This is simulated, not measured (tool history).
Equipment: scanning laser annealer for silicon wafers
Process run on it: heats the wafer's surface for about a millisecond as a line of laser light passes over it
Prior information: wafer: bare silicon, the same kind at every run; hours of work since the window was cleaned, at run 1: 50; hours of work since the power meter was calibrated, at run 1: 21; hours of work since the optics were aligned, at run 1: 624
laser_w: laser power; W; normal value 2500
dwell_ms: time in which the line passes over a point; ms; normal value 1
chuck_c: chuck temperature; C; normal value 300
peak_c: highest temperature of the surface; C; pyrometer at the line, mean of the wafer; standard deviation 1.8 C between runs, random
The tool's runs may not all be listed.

| run | day | laser_w | dwell_ms | chuck_c | hours of work since the window was cleaned | hours of work since the power meter was calibrated | hours of work since the optics were aligned | peak_c |
|---|---|---|---|---|---|---|---|---|
| 1 | 0 | 2500 | 1 | 300 | 50 | 21 | 624 | 1055 |
| 2 | 1.429 | 2500 | 1 | 300 | 67 | 38 | 641 | 1053 |
| 3 | 2.504 | 2500 | 1 | 300 | 80 | 51 | 654 | 1051 |
| 4 | 3.908 | 2500 | 1 | 300 | 97 | 68 | 671 | 1053 |
| 5 | 4.8 | 2620 | 1 | 300 | 108 | 79 | 682 | 1090 |
| 6 | 6.433 | 2441 | 1 | 300 | 128 | 99 | 702 | 1032 |
| 7 | 7.721 | 2441 | 1 | 300 | 143 | 115 | 717 | 1037 |
| 8 | 8.483 | 2441 | 1 | 266 | 153 | 124 | 727 | 1002 |
| 9 | 9.779 | 2441 | 1 | 266 | 168 | 140 | 742 | 1000 |
| 10 | 10.838 | 2445 | 1 | 300 | 181 | 152 | 755 | 1035 |
| 11 | 12.088 | 2445 | 1 | 277 | 196 | 168 | 770 | 1014 |
| 12 | 12.838 | 2533 | 1 | 300 | 205 | 177 | 780 | 1061 |
| 13 | 14.583 | 2533 | 1 | 300 | 227 | 198 | 801 | 1061 |
| 14 | 16.021 | 2533 | 1 | 300 | 244 | 215 | 818 | 1060 |
| 15 | 16.829 | 2533 | 1 | 300 | 254 | 225 | 828 | 1061 |
| 16 | 17.825 | 2533 | 1 | 300 | 266 | 237 | 840 | 1062 |
| 17 | 19.283 | 2500 | 1 | 300 | 284 | 255 | 858 | 1052 |
| 18 | 20.317 | 2500 | 1 | 300 | 296 | 268 | 870 | 1053 |
| 19 | 21.371 | 2500 | 1 | 300 | 309 | 280 | 883 | 1054 |
|  | 22.188 | optics aligned, line set to its width |
| 20 | 23.179 | 2500 | 0.77 | 300 | 328 | 300 | 12 | 972 |
| 21 | 24.675 | 2500 | 1.14 | 300 | 347 | 318 | 30 | 1095 |
| 22 | 26.183 | 2500 | 1.14 | 300 | 365 | 336 | 48 | 1096 |
| 23 | 27.654 | 2500 | 1.14 | 300 | 383 | 354 | 66 | 1098 |
| 24 | 29.104 | 2553 | 1.16 | 263 | 400 | 372 | 84 | 1084 |
| 25 | 30.488 | 2553 | 1.16 | 263 | 417 | 388 | 101 | 1084 |
| 26 | 32.142 | 2297 | 1 | 316 | 437 | 409 | 121 | 1010 |
| 27 | 33.638 | 2136 | 0.94 | 307 | 455 | 427 | 139 | 933 |
| 28 | 35.088 | 2136 | 0.91 | 307 | 473 | 444 | 157 | 925 |
| 29 | 36.371 | 2500 | 0.76 | 300 | 488 | 460 | 172 | 967 |
| 30 | 37.088 | 2297 | 1.04 | 300 | 497 | 469 | 181 | 1004 |
| 31 | 38.712 | 2297 | 1.04 | 300 | 517 | 488 | 201 | 1005 |
| 32 | 40.408 | 2297 | 1.04 | 300 | 537 | 509 | 221 | 1006 |
| 33 | 42.05 | 2446 | 0.8 | 300 | 557 | 529 | 241 | 967 |
| 34 | 43.667 | 2668 | 0.95 | 300 | 577 | 548 | 261 | 1084 |
| 35 | 44.45 | 2500 | 1.23 | 271 | 587 | 558 | 270 | 1095 |
| 36 | 46.146 | 2408 | 1.15 | 300 | 607 | 579 | 291 | 1072 |
| 37 | 47.121 | 2686 | 1 | 300 | 619 | 590 | 303 | 1110 |
| 38 | 47.888 | 2686 | 1 | 300 | 628 | 600 | 312 | 1110 |
|  | 49.354 | window over the wafer cleaned |
| 39 | 49.454 | 2661 | 0.99 | 300 | 1 | 618 | 330 | 1098 |
| 40 | 50.558 | 2589 | 0.99 | 270 | 15 | 631 | 343 | 1047 |
| 41 | 52.133 | 2307 | 0.85 | 315 | 34 | 650 | 362 | 963 |

What differs in the tool's unlogged condition from the final listed run ahead of each entry between runs to the first listed run following it?
Between runs 19 and 20: optics aligned, line set to its width (day 22.188)
  width of the line over the set one, %: 0.07 -> 0.01
Between runs 38 and 39: window over the wafer cleaned (day 49.354)
  light that passes the window, % of a clean one's: 99.95 -> 100
